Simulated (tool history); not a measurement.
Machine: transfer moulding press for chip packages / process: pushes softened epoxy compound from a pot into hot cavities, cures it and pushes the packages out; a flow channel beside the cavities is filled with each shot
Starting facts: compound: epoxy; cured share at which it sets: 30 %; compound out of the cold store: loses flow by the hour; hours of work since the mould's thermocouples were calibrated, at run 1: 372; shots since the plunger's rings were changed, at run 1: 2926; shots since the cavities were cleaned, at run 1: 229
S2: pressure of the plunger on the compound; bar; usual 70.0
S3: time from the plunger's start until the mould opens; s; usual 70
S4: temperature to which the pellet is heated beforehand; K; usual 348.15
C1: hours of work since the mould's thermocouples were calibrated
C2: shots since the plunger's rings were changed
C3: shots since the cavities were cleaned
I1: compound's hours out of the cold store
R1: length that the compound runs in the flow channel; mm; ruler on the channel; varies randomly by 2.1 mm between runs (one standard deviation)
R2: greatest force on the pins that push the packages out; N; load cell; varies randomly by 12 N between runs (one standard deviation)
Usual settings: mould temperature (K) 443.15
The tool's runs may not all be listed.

Run 1, hour 0.0: usual settings; C1 372; C2 2926; C3 229; I1 46.2. Result: R1 521 mm, R2 713 N.
Run 2, hour 9.0: usual settings; C1 379; C2 3074; C3 377; I1 38.9. Result: R1 529 mm, R2 781 N.
At hour 12.5: plunger's sealing rings changed.
Run 3, hour 20.5: usual settings; C1 386; C2 131; C3 525; I1 47.4. Result: R1 551 mm, R2 808 N.
Run 4, hour 27.0: usual settings but S2 52.9 bar; C1 391; C2 238; C3 632; I1 24.9. Result: R1 507 mm, R2 897 N.
At hour 29.9: cavities cleaned with cleaning compound and waxed.
Run 5, hour 41.0: usual settings but S2 52.9 bar; C1 400; C2 445; C3 183; I1 28.7. Result: R1 498 mm, R2 1023 N.
Run 6, hour 48.6: usual settings but S2 52.9 bar; C1 406; C2 569; C3 307; I1 23.4. Result: R1 506 mm, R2 1030 N.
Run 7, hour 59.9: usual settings but mould temperature (K) 438.15; C1 415; C2 755; C3 493; I1 24.0. Result: R1 588 mm, R2 1417 N.
At hour 70.7: cavities cleaned with cleaning compound and waxed.
Run 8, hour 72.5: usual settings but S3 77 s; C1 424; C2 938; C3 29; I1 44.7. Result: R1 546 mm, R2 499 N.
Run 9, hour 83.7: usual settings but mould temperature (K) 442.15, S3 77 s; C1 432; C2 1122; C3 213; I1 23.9. Result: R1 575 mm, R2 645 N.
At hour 92.7: cavities cleaned with cleaning compound and waxed, once more.
Run 10, hour 100.1: usual settings but mould temperature (K) 442.15, S3 55 s; C1 444; C2 1368; C3 123; I1 47.6. Result: R1 540 mm, R2 1210 N.

Run 11, settings as shown, results not yet in. Your forecast:
Run 11, hour 108.6: usual settings but S2 67.0 bar, S4 345.15 K; C1 451; C2 1507; C3 262; I1 43.9. Result: R1 ?, R2 ?.

{"run 11": {"R1": 530, "R2": 717}}
Had the tool carried no hidden state, the very same run would have given R1 546 mm, R2 571 N.

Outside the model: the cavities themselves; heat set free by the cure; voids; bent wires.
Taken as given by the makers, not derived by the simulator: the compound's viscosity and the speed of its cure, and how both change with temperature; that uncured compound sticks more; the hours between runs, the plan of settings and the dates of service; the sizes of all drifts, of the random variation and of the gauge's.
